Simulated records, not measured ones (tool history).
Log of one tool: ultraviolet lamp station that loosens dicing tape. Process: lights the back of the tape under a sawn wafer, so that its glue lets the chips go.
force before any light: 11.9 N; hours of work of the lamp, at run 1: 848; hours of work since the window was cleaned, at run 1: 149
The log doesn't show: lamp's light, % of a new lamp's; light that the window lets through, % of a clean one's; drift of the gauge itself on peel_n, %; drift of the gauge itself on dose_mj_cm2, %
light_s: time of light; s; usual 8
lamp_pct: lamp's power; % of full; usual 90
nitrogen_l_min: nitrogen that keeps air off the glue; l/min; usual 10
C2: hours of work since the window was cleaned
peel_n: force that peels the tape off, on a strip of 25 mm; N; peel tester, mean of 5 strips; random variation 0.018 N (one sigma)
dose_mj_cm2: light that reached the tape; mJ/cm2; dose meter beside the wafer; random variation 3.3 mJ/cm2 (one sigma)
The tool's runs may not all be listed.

{"run": 1, "day": 0.0, "light_s": 8, "lamp_pct": 90, "nitrogen_l_min": 10, "hours of work of the lamp": 848, "C2": 149, "peel_n": 1.212, "dose_mj_cm2": 442}
{"run": 2, "day": 1.321, "light_s": 8, "lamp_pct": 90, "nitrogen_l_min": 10, "hours of work of the lamp": 865, "C2": 167, "peel_n": 1.259, "dose_mj_cm2": 433}
{"run": 3, "day": 2.954, "light_s": 8, "lamp_pct": 90, "nitrogen_l_min": 10, "hours of work of the lamp": 888, "C2": 189, "peel_n": 1.293, "dose_mj_cm2": 433}
{"run": 4, "day": 4.038, "light_s": 8, "lamp_pct": 90, "nitrogen_l_min": 10, "hours of work of the lamp": 903, "C2": 204, "peel_n": 1.258, "dose_mj_cm2": 436}
{"run": 5, "day": 5.508, "light_s": 8, "lamp_pct": 90, "nitrogen_l_min": 10, "hours of work of the lamp": 923, "C2": 224, "peel_n": 1.344, "dose_mj_cm2": 429}
{"run": 6, "day": 6.504, "light_s": 8, "lamp_pct": 90, "nitrogen_l_min": 10, "hours of work of the lamp": 936, "C2": 237, "peel_n": 1.308, "dose_mj_cm2": 427}
{"run": 7, "day": 7.725, "light_s": 8, "lamp_pct": 90, "nitrogen_l_min": 6, "hours of work of the lamp": 953, "C2": 254, "peel_n": 1.964, "dose_mj_cm2": 425}
{"run": 8, "day": 9.15, "light_s": 8, "lamp_pct": 90, "nitrogen_l_min": 6, "hours of work of the lamp": 972, "C2": 273, "peel_n": 1.956, "dose_mj_cm2": 425}
{"run": 9, "day": 10.608, "light_s": 8, "lamp_pct": 90, "nitrogen_l_min": 8, "hours of work of the lamp": 992, "C2": 293, "peel_n": 1.617, "dose_mj_cm2": 416}
{"run": 10, "day": 11.846, "light_s": 8, "lamp_pct": 90, "nitrogen_l_min": 8, "hours of work of the lamp": 1009, "C2": 310, "peel_n": 1.658, "dose_mj_cm2": 418}
{"run": 11, "day": 12.767, "light_s": 8, "lamp_pct": 80, "nitrogen_l_min": 6, "hours of work of the lamp": 1021, "C2": 323, "peel_n": 2.382, "dose_mj_cm2": 373}
{"run": 12, "day": 13.862, "light_s": 8, "lamp_pct": 73, "nitrogen_l_min": 18, "hours of work of the lamp": 1036, "C2": 338, "peel_n": 1.408, "dose_mj_cm2": 334}
{"run": 13, "day": 15.017, "light_s": 8, "lamp_pct": 73, "nitrogen_l_min": 18, "hours of work of the lamp": 1052, "C2": 353, "peel_n": 1.438, "dose_mj_cm2": 331}
{"run": 14, "day": 16.175, "light_s": 8, "lamp_pct": 69, "nitrogen_l_min": 10, "hours of work of the lamp": 1068, "C2": 369, "peel_n": 2.26, "dose_mj_cm2": 313}
{"run": 15, "day": 17.617, "light_s": 8, "lamp_pct": 88, "nitrogen_l_min": 6, "hours of work of the lamp": 1088, "C2": 389, "peel_n": 2.141, "dose_mj_cm2": 396}
{"run": 16, "day": 19.158, "light_s": 13, "lamp_pct": 90, "nitrogen_l_min": 19, "hours of work of the lamp": 1109, "C2": 410, "peel_n": 0.323, "dose_mj_cm2": 650}
{"run": 17, "day": 20.558, "light_s": 13, "lamp_pct": 90, "nitrogen_l_min": 19, "hours of work of the lamp": 1128, "C2": 429, "peel_n": 0.338, "dose_mj_cm2": 650}

3 ways to go on from here, each from the tool as it stands after run 17. What would each give?
{"run": "A", "day": 21.304, "light_s": 8, "lamp_pct": 97, "nitrogen_l_min": 10, "hours of work of the lamp": 1138, "C2": 439, "peel_n": "?", "dose_mj_cm2": "?"}
{"run": "B", "day": 21.304, "light_s": 14, "lamp_pct": 71, "nitrogen_l_min": 8, "hours of work of the lamp": 1138, "C2": 439, "peel_n": "?", "dose_mj_cm2": "?"}
{"run": "C", "day": 21.304, "light_s": 13, "lamp_pct": 99, "nitrogen_l_min": 19, "hours of work of the lamp": 1138, "C2": 439, "peel_n": "?", "dose_mj_cm2": "?"}

run=A peel_n=1.305 dose_mj_cm2=428
run=B peel_n=0.922 dose_mj_cm2=549
run=C peel_n=0.286 dose_mj_cm2=711
Without the tool's hidden state the same runs would have given:
run=A peel_n=0.73 dose_mj_cm2=561
run=B peel_n=0.502 dose_mj_cm2=719
run=C peel_n=0.217 dose_mj_cm2=931

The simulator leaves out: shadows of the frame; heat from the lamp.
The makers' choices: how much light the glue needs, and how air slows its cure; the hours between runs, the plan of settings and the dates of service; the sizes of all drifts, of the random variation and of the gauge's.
